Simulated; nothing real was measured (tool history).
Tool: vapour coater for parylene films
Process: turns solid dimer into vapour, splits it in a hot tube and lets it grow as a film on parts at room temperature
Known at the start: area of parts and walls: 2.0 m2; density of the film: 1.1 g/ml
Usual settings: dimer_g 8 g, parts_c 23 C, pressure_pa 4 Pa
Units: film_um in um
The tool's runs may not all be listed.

{"run": 1, "hour": 0.0, "dimer_g": 8, "parts_c": 23, "pressure_pa": 4, "film_um": 1.97}
{"run": 2, "hour": 14.7, "dimer_g": 8, "parts_c": 23, "pressure_pa": 4, "film_um": 1.98}
{"run": 3, "hour": 27.7, "dimer_g": 8, "parts_c": 21, "pressure_pa": 4, "film_um": 2.15}
{"run": 4, "hour": 46.5, "dimer_g": 8, "parts_c": 21, "pressure_pa": 4, "film_um": 2.13}
{"run": 5, "hour": 75.5, "dimer_g": 8, "parts_c": 21, "pressure_pa": 4, "film_um": 2.12}
{"hour": 78.3, "done": "table's thermometer calibrated"}
{"run": 6, "hour": 102.1, "dimer_g": 8, "parts_c": 23, "pressure_pa": 4, "film_um": 1.98}
{"run": 7, "hour": 127.7, "dimer_g": 8, "parts_c": 32, "pressure_pa": 4, "film_um": 1.34}
{"run": 8, "hour": 156.5, "dimer_g": 8, "parts_c": 32, "pressure_pa": 4, "film_um": 1.39}
{"run": 9, "hour": 185.5, "dimer_g": 8, "parts_c": 32, "pressure_pa": 4, "film_um": 1.37}
{"run": 10, "hour": 200.6, "dimer_g": 8, "parts_c": 22, "pressure_pa": 7.87, "film_um": 1.75}
{"hour": 214.6, "done": "trap's valve overhauled"}
{"run": 11, "hour": 221.6, "dimer_g": 8, "parts_c": 22, "pressure_pa": 7.87, "film_um": 1.91}
{"hour": 240.8, "done": "table's thermometer calibrated, once more"}
{"run": 12, "hour": 240.9, "dimer_g": 8, "parts_c": 30, "pressure_pa": 3.63, "film_um": 1.69}
{"run": 13, "hour": 265.8, "dimer_g": 11, "parts_c": 16, "pressure_pa": 2.32, "film_um": 4.53}
{"run": 14, "hour": 287.1, "dimer_g": 11, "parts_c": 19, "pressure_pa": 6.3, "film_um": 3.14}
{"run": 15, "hour": 315.6, "dimer_g": 13, "parts_c": 23, "pressure_pa": 5.15, "film_um": 3.29}
{"run": 16, "hour": 341.1, "dimer_g": 13, "parts_c": 20, "pressure_pa": 7.6, "film_um": 3.3}
{"run": 17, "hour": 360.5, "dimer_g": 8, "parts_c": 21, "pressure_pa": 4, "film_um": 2.34}
{"run": 18, "hour": 381.6, "dimer_g": 8, "parts_c": 19, "pressure_pa": 3.32, "film_um": 2.66}

3 ways to go on from here, each from the tool as it stands after run 18. What would each give?
{"run": "A", "hour": 398.4, "dimer_g": 6, "parts_c": 34, "pressure_pa": 6.62, "film_um": "?"}
{"run": "B", "hour": 398.4, "dimer_g": 3, "parts_c": 19, "pressure_pa": 3.32, "film_um": "?"}
{"run": "C", "hour": 398.4, "dimer_g": 5, "parts_c": 16, "pressure_pa": 5.84, "film_um": "?"}

run=A film_um=0.94
run=B film_um=1.01
run=C film_um=1.67
Without the tool's hidden state the same runs would have given:
run=A film_um=0.95
run=B film_um=1.03
run=C film_um=1.69
